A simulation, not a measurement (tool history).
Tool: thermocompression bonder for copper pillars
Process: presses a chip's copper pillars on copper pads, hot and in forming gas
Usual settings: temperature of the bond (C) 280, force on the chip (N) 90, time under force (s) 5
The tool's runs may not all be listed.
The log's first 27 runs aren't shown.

run,hour,temperature of the bond (C),force on the chip (N),time under force (s),hours of work since the heater was calibrated,hours of work since the force cell was calibrated,hours of work since the gas filter was changed,force that shears a chip off (N)
28,313.5,280,65,15,529,373,147,107.9
29,322.6,301,65,6,536,380,154,101.6
30,333.5,268,89,10,545,389,163,104.5
31,349.4,283,89,3,557,401,175,88.0
32,363.2,283,89,3,568,412,186,88.2
33,376.8,283,89,3,579,423,197,88.2
34,391.9,283,89,3,591,435,209,90.4
# hour 393.3: forming gas filter changed
35,404.8,283,89,3,601,444,9,86.3
36,412.2,300,128,4,606,450,15,120.0
37,426.6,280,80,10,618,462,26,108.8
38,442.3,308,90,12,630,474,39,128.1
39,455.6,294,120,5,641,485,49,119.6
40,462.9,306,65,5,646,490,55,102.2

Forecast each of these 3 alternatives for the next run:
A,475.5,306,58,5,656,500,65,?
B,475.5,295,90,5,656,500,65,?
C,475.5,288,81,12,656,500,65,?

run,force that shears a chip off (N)
A,97.5
B,108.2
C,117.5
Without the tool's hidden state the same runs would have given:
run,force that shears a chip off (N)
A,97.4
B,108.1
C,117.4

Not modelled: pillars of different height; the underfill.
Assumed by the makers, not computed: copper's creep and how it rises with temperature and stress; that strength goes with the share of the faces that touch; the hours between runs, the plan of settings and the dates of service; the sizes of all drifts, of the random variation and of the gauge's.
